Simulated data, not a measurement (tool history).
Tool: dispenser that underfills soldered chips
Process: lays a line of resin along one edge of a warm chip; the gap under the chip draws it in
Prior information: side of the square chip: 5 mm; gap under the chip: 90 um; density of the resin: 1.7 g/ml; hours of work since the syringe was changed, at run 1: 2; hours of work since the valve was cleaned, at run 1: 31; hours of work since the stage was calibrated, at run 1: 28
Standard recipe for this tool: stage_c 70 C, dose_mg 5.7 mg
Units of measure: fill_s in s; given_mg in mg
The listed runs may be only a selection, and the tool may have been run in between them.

| run | hour | stage_c | dose_mg | hours of work since the syringe was changed | hours of work since the valve was cleaned | hours of work since the stage was calibrated | fill_s | given_mg |
|---|---|---|---|---|---|---|---|---|
| 1 | 0 | 70 | 5.7 | 2 | 31 | 28 | 16.5 | 5.617 |
|  | 7.5 | new syringe of resin |
| 2 | 8.2 | 70 | 6.99 | 1 | 37 | 34 | 15.5 | 6.875 |
|  | 15.7 | dispensing valve cleaned and set on the balance |
|  | 18.7 | new syringe of resin |
| 3 | 20.1 | 70 | 6.99 | 1 | 3 | 42 | 15.5 | 6.989 |
| 4 | 25.9 | 70 | 6.99 | 6 | 8 | 47 | 20.5 | 6.957 |
|  | 28.7 | new syringe of resin |
| 5 | 33.4 | 70 | 6.99 | 4 | 13 | 52 | 17.8 | 6.933 |
|  | 38.7 | new syringe of resin |
| 6 | 40.7 | 70 | 7.31 | 2 | 19 | 58 | 16.3 | 7.225 |
| 7 | 47 | 70 | 7.31 | 6 | 24 | 62 | 20.7 | 7.204 |
|  | 48.9 | new syringe of resin |
| 8 | 55.9 | 70 | 5.7 | 5 | 30 | 69 | 20.2 | 5.598 |
|  | 58.8 | new syringe of resin |
| 9 | 63.5 | 70 | 5.7 | 4 | 36 | 75 | 18.5 | 5.576 |
|  | 68.8 | new syringe of resin |
|  | 72.8 | dispensing valve cleaned and set on the balance |
| 10 | 77.6 | 70 | 5.7 | 6 | 4 | 85 | 21.1 | 5.686 |
|  | 79.7 | new syringe of resin |
| 11 | 87.5 | 70 | 5.7 | 6 | 11 | 92 | 20.5 | 5.654 |
|  | 89.8 | new syringe of resin |
| 12 | 96.4 | 70 | 5.7 | 5 | 18 | 99 | 20.7 | 5.643 |
|  | 99.6 | new syringe of resin |
| 13 | 108.5 | 70 | 5.7 | 7 | 27 | 108 | 22.2 | 5.61 |
|  | 109.3 | new syringe of resin |
| 14 | 116.1 | 70 | 5.7 | 5 | 33 | 114 | 20.7 | 5.603 |
|  | 119.2 | new syringe of resin |
|  | 129.4 | dispensing valve cleaned and set on the balance |
|  | 129.7 | new syringe of resin |
| 15 | 129.7 | 70 | 5.7 | 0 | 0 | 123 | 14.6 | 5.719 |
|  | 140.2 | new syringe of resin |
| 16 | 142.1 | 58 | 5.7 | 1 | 9 | 132 | 26.8 | 5.697 |
| 17 | 148.3 | 70 | 5.7 | 6 | 14 | 137 | 21 | 5.679 |
|  | 150.7 | new syringe of resin |
| 18 | 159.1 | 65 | 4.87 | 7 | 22 | 145 | 27 | 4.819 |
|  | 160.4 | new syringe of resin |
| 19 | 166.4 | 60 | 6.12 | 5 | 28 | 151 | 29.3 | 6.04 |
|  | 170 | new syringe of resin |
| 20 | 172 | 83 | 6.3 | 2 | 32 | 155 | 9.3 | 6.213 |
|  | 179.9 | new syringe of resin |
| 21 | 180.4 | 83 | 6.3 | 0 | 38 | 161 | 9.4 | 6.176 |
|  | 186.5 | dispensing valve cleaned and set on the balance |
| 22 | 187.2 | 63 | 5.72 | 5 | 1 | 166 | 25.9 | 5.749 |
|  | 190.5 | new syringe of resin |
| 23 | 198.7 | 69 | 5.7 | 6 | 9 | 174 | 22.3 | 5.68 |
|  | 200.1 | new syringe of resin |
| 24 | 205.3 | 84 | 4.81 | 4 | 14 | 179 | 10.7 | 4.792 |
|  | 210 | new syringe of resin |
| 25 | 216.2 | 56 | 5.23 | 5 | 22 | 188 | 34.7 | 5.177 |
|  | 219.8 | new syringe of resin |
| 26 | 227.8 | 69 | 5.37 | 6 | 31 | 196 | 21.9 | 5.281 |
|  | 230.1 | new syringe of resin |
| 27 | 237.2 | 69 | 5.37 | 6 | 38 | 203 | 21.5 | 5.285 |
|  | 240.3 | new syringe of resin |
|  | 243.4 | dispensing valve cleaned and set on the balance |
| 28 | 243.8 | 68 | 5.61 | 2 | 0 | 208 | 17.3 | 5.628 |
| 29 | 250 | 68 | 6.56 | 7 | 5 | 212 | 22.5 | 6.554 |
|  | 251 | new syringe of resin |
|  | 260.8 | new syringe of resin |
| 30 | 262.7 | 67 | 6.99 | 1 | 14 | 222 | 17.6 | 6.948 |
| 31 | 269.8 | 80 | 7.25 | 7 | 20 | 227 | 13.8 | 7.184 |
|  | 271.2 | new syringe of resin |
| 32 | 276.4 | 80 | 7.25 | 4 | 25 | 232 | 12.2 | 7.151 |
|  | 281.3 | new syringe of resin |
| 33 | 283.4 | 84 | 6.95 | 2 | 30 | 237 | 9.1 | 6.828 |
|  | 290.9 | new syringe of resin |
| 34 | 292 | 84 | 6.95 | 1 | 37 | 244 | 8.4 | 6.819 |

3 ways to go on from here, each from the tool as it stands after run 34. What would each give?
|  | 300.1 | dispensing valve cleaned and set on the balance |
| A | 300.8 | 70 | 5.59 | 7 | 1 | 250 | ? | ? |
|  | 300.1 | dispensing valve cleaned and set on the balance |
| B | 300.8 | 72 | 5.19 | 7 | 1 | 250 | ? | ? |
|  | 300.1 | dispensing valve cleaned and set on the balance |
| C | 300.8 | 74 | 6.95 | 7 | 1 | 250 | ? | ? |

| run | fill_s | given_mg |
|---|---|---|
| A | 21.6 | 5.563 |
| B | 20.3 | 5.174 |
| C | 17.6 | 6.944 |
Had the tool no hidden state, the same runs would have come out as:
| run | fill_s | given_mg |
|---|---|---|
| A | 15.4 | 5.582 |
| B | 14.6 | 5.191 |
| C | 12.6 | 6.968 |
